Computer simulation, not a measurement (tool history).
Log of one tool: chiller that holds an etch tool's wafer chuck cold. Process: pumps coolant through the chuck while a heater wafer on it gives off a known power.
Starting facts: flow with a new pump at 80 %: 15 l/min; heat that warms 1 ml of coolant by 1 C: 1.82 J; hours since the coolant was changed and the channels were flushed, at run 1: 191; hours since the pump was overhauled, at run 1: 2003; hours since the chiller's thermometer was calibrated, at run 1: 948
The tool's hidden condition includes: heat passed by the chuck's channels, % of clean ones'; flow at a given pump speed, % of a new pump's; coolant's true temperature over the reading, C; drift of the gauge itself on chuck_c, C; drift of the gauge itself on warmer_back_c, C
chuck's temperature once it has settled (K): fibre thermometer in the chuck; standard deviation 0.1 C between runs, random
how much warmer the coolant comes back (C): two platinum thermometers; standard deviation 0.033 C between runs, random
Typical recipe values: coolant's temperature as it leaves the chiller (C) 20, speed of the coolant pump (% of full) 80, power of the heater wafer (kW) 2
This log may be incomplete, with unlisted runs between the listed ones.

| run | hour | coolant's temperature as it leaves the chiller (C) | speed of the coolant pump (% of full) | power of the heater wafer (kW) | hours since the coolant was changed and the channels were flushed | hours since the pump was overhauled | hours since the chiller's thermometer was calibrated | chuck's temperature once it has settled (K) | how much warmer the coolant comes back (C) |
|---|---|---|---|---|---|---|---|---|---|
| 1 | 0 | 20 | 80 | 2 | 191 | 2003 | 948 | 306.35 | 4.39 |
| 2 | 30.5 | 20 | 63 | 2 | 222 | 2033 | 979 | 308.45 | 5.6 |
| 3 | 66.7 | 10 | 80 | 2 | 258 | 2069 | 1015 | 296.55 | 4.31 |
| 4 | 103.1 | 10 | 80 | 2 | 294 | 2106 | 1051 | 296.55 | 4.38 |
| 5 | 162.7 | 10 | 80 | 2 | 354 | 2165 | 1111 | 296.55 | 4.43 |
| 6 | 233.7 | 20 | 80 | 1.918 | 425 | 2236 | 1182 | 305.95 | 4.19 |
| 7 | 294.7 | 20 | 92 | 2 | 486 | 2297 | 1243 | 305.45 | 3.83 |
| 8 | 352.5 | 20 | 92 | 2 | 544 | 2355 | 1301 | 305.55 | 3.8 |
| 9 | 396.8 | 20 | 80 | 2 | 588 | 2399 | 1345 | 306.55 | 4.4 |
| 10 | 454.4 | 20 | 80 | 2 | 646 | 2457 | 1403 | 306.35 | 4.39 |
| 11 | 495.6 | 20 | 80 | 2 | 687 | 2498 | 1444 | 306.55 | 4.45 |
| 12 | 550 | 20 | 80 | 2.416 | 741 | 2553 | 1498 | 309.25 | 5.29 |
| 13 | 583.8 | 20 | 80 | 1.12 | 775 | 2586 | 1532 | 300.65 | 2.45 |
| 14 | 621.3 | 20 | 80 | 1.12 | 813 | 2624 | 1570 | 300.65 | 2.43 |
| 15 | 669.3 | 20 | 80 | 1.789 | 861 | 2672 | 1617 | 304.95 | 3.94 |
| 16 | 706 | 20 | 66 | 1.789 | 897 | 2709 | 1654 | 306.35 | 4.76 |
| 17 | 765.7 | 22 | 80 | 2.53 | 957 | 2768 | 1714 | 311.75 | 5.57 |
| 18 | 836.4 | 22 | 80 | 2.53 | 1028 | 2839 | 1785 | 311.85 | 5.61 |
| 19 | 891.8 | 23 | 76 | 2.534 | 1083 | 2894 | 1840 | 313.45 | 5.84 |
| 20 | 961.1 | 20 | 80 | 1.16 | 1153 | 2964 | 1909 | 300.95 | 2.54 |
| 21 | 1020.2 | 20 | 80 | 1.16 | 1212 | 3023 | 1968 | 300.75 | 2.51 |
| 22 | 1082.1 | 26 | 92 | 2.222 | 1274 | 3085 | 2030 | 312.85 | 4.23 |
| 23 | 1118.3 | 26 | 92 | 1.699 | 1310 | 3121 | 2066 | 309.55 | 3.21 |
| 24 | 1172.4 | 26 | 92 | 1.137 | 1364 | 3175 | 2121 | 306.15 | 2.15 |
| 25 | 1225.2 | 26 | 92 | 1.137 | 1417 | 3228 | 2173 | 306.25 | 2.14 |

Forecast each of these 5 alternatives for the next run:
| A | 1270.6 | 18 | 63 | 1.137 | 1462 | 3273 | 2219 | ? | ? |
| B | 1270.6 | 24 | 66 | 1.666 | 1462 | 3273 | 2219 | ? | ? |
| C | 1270.6 | 11 | 71 | 2 | 1462 | 3273 | 2219 | ? | ? |
| D | 1270.6 | 12 | 80 | 2 | 1462 | 3273 | 2219 | ? | ? |
| E | 1270.6 | 15 | 87 | 1.891 | 1462 | 3273 | 2219 | ? | ? |

| run | chuck's temperature once it has settled (K) | how much warmer the coolant comes back (C) |
|---|---|---|
| A | 299.85 | 3.18 |
| B | 309.45 | 4.42 |
| C | 298.35 | 4.95 |
| D | 298.45 | 4.4 |
| E | 300.05 | 3.79 |
What these runs would have given with no unlogged condition in the tool:
| run | chuck's temperature once it has settled (K) | how much warmer the coolant comes back (C) |
|---|---|---|
| A | 299.85 | 3.18 |
| B | 309.45 | 4.41 |
| C | 298.35 | 4.95 |
| D | 298.45 | 4.4 |
| E | 300.05 | 3.79 |

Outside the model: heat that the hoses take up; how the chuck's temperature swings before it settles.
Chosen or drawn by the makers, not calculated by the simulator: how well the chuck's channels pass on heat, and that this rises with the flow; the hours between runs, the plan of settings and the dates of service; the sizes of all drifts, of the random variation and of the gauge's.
